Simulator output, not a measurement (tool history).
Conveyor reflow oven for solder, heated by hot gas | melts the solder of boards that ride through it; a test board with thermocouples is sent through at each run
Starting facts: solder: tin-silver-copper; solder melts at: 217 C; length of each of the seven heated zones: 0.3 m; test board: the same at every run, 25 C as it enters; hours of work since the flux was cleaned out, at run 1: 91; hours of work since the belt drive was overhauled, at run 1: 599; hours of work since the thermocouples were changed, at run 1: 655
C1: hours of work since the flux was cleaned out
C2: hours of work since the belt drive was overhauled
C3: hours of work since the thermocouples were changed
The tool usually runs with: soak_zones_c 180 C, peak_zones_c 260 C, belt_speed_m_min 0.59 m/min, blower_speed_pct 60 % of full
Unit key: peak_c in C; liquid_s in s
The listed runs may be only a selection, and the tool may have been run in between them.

Run 1, hour 0: usual settings; C1 91; C2 599; C3 655. Result: peak_c 242 C, liquid_s 40 s.
Run 2, hour 20.4: usual settings but belt_speed_m_min 0.58 m/min; C1 101; C2 609; C3 665. Result: peak_c 242.2 C, liquid_s 41.2 s.
Run 3, hour 55.4: usual settings; C1 119; C2 626; C3 682. Result: peak_c 241.7 C, liquid_s 39.7 s.
Run 4, hour 78.2: usual settings; C1 130; C2 637; C3 693. Result: peak_c 241.6 C, liquid_s 39.4 s.
Run 5, hour 111.2: usual settings but blower_speed_pct 72 % of full; C1 146; C2 653; C3 709. Result: peak_c 243.7 C, liquid_s 42.4 s.
Run 6, hour 145.9: usual settings but blower_speed_pct 72 % of full; C1 163; C2 670; C3 726. Result: peak_c 243.8 C, liquid_s 42.2 s.
Run 7, hour 168.9: usual settings but blower_speed_pct 72 % of full; C1 174; C2 682; C3 738. Result: peak_c 243.8 C, liquid_s 42.2 s.
Run 8, hour 193.4: usual settings but blower_speed_pct 72 % of full; C1 186; C2 694; C3 750. Result: peak_c 243.9 C, liquid_s 42.1 s.
Run 9, hour 226.8: usual settings; C1 203; C2 710; C3 766. Result: peak_c 241.4 C, liquid_s 39.1 s.
Run 10, hour 247.2: usual settings but soak_zones_c 189 C; C1 213; C2 720; C3 776. Result: peak_c 243.1 C, liquid_s 44.2 s.
Run 11, hour 272: usual settings; C1 225; C2 732; C3 788. Result: peak_c 240.9 C, liquid_s 39.2 s.
At hour 306.6: flux residue cleaned out of gas plates and filters.
Run 12, hour 309.2: usual settings; C1 1; C2 748; C3 804. Result: peak_c 241.9 C, liquid_s 40.2 s.
Run 13, hour 331.3: usual settings but blower_speed_pct 58 % of full; C1 12; C2 759; C3 815. Result: peak_c 241.4 C, liquid_s 39.6 s.
Run 14, hour 354.9: usual settings; C1 24; C2 771; C3 827. Result: peak_c 241.6 C, liquid_s 40.1 s.
Run 15, hour 387.7: usual settings but peak_zones_c 268 C; C1 40; C2 787; C3 843. Result: peak_c 248.4 C, liquid_s 44.9 s.
Run 16, hour 404.9: usual settings but peak_zones_c 268 C; C1 48; C2 795; C3 851. Result: peak_c 248.4 C, liquid_s 44.6 s.
Run 17, hour 428.4: usual settings but peak_zones_c 268 C; C1 60; C2 807; C3 863. Result: peak_c 248.5 C, liquid_s 44.7 s.
Run 18, hour 470.7: usual settings but soak_zones_c 191 C, belt_speed_m_min 0.7 m/min; C1 81; C2 828; C3 884. Result: peak_c 238.8 C, liquid_s 33.2 s.
Run 19, hour 499.7: usual settings but blower_speed_pct 87 % of full; C1 95; C2 842; C3 898. Result: peak_c 246.3 C, liquid_s 44.8 s.
Run 20, hour 533.6: usual settings but belt_speed_m_min 0.487 m/min, blower_speed_pct 87 % of full; C1 112; C2 859; C3 914. Result: peak_c 250.6 C, liquid_s 59.1 s.
Run 21, hour 552.8: usual settings but belt_speed_m_min 0.487 m/min, blower_speed_pct 87 % of full; C1 121; C2 868; C3 924. Result: peak_c 250 C, liquid_s 59.1 s.
Run 22, hour 592.6: usual settings but belt_speed_m_min 0.487 m/min, blower_speed_pct 87 % of full; C1 141; C2 888; C3 943. Result: peak_c 250 C, liquid_s 59 s.
Run 23, hour 615.7: usual settings but soak_zones_c 168 C, blower_speed_pct 58 % of full; C1 152; C2 899; C3 955. Result: peak_c 238 C, liquid_s 33.2 s.
Run 24, hour 638.6: usual settings but soak_zones_c 176 C, peak_zones_c 257 C, belt_speed_m_min 0.49 m/min; C1 163; C2 910; C3 966. Result: peak_c 243.1 C, liquid_s 49.9 s.
Run 25, hour 677.3: usual settings but soak_zones_c 188 C, peak_zones_c 264 C, belt_speed_m_min 0.687 m/min; C1 182; C2 929; C3 985. Result: peak_c 241.3 C, liquid_s 34.9 s.
Run 26, hour 706.9: usual settings but soak_zones_c 188 C, peak_zones_c 264 C, belt_speed_m_min 0.687 m/min; C1 197; C2 944; C3 1000. Result: peak_c 241.3 C, liquid_s 34.6 s.
Run 27, hour 745.5: usual settings but soak_zones_c 188 C, peak_zones_c 269 C, belt_speed_m_min 0.569 m/min; C1 216; C2 963; C3 1019. Result: peak_c 251.3 C, liquid_s 51.3 s.
Run 28, hour 777: usual settings but soak_zones_c 188 C, peak_zones_c 252 C, belt_speed_m_min 0.569 m/min; C1 231; C2 978; C3 1034. Result: peak_c 236.7 C, liquid_s 40.5 s.
At hour 798.3: flux residue cleaned out of gas plates and filters.
Run 29, hour 799.2: usual settings but soak_zones_c 194 C, peak_zones_c 252 C, belt_speed_m_min 0.569 m/min; C1 0; C2 987; C3 1043. Result: peak_c 238.7 C, liquid_s 45.5 s.
Run 30, hour 825.8: usual settings but peak_zones_c 255 C, belt_speed_m_min 0.566 m/min, blower_speed_pct 50 % of full; C1 14; C2 1000; C3 1056. Result: peak_c 235.7 C, liquid_s 36.1 s.
Run 31, hour 847.9: usual settings but peak_zones_c 253 C; C1 24; C2 1011; C3 1066. Result: peak_c 235.9 C, liquid_s 34.6 s.
Run 32, hour 888.5: usual settings but peak_zones_c 268 C, belt_speed_m_min 0.614 m/min; C1 44; C2 1030; C3 1086. Result: peak_c 246.6 C, liquid_s 41.9 s.

For each entry between runs, how does the tool's hidden state at the last listed run before it compare with that at the first listed run after it?
Logged between run 11 and run 12: flux residue cleaned out of gas plates and filters (hour 306.6)
  heat that the gas passes to the board, % of a clean oven's: 95.9 -> 100; belt's true speed, % of the reading: 99.22 -> 99.2; true gas temperature in zones 6 and 7 over the reading, C: -1.58 -> -1.62
  measured value less the no-hidden-state value, peak_c: -2 -> -1.1 C; liquid_s: -1.4 -> -0.5 s
Logged between run 28 and run 29: flux residue cleaned out of gas plates and filters (hour 798.3)
  heat that the gas passes to the board, % of a clean oven's: 96.5 -> 99.9; belt's true speed, % of the reading: 98.94 -> 98.93; true gas temperature in zones 6 and 7 over the reading, C: -2.14 -> -2.16
  measured value less the no-hidden-state value, peak_c: -2.1 -> -1.5 C; liquid_s: -1.7 -> -0.7 s
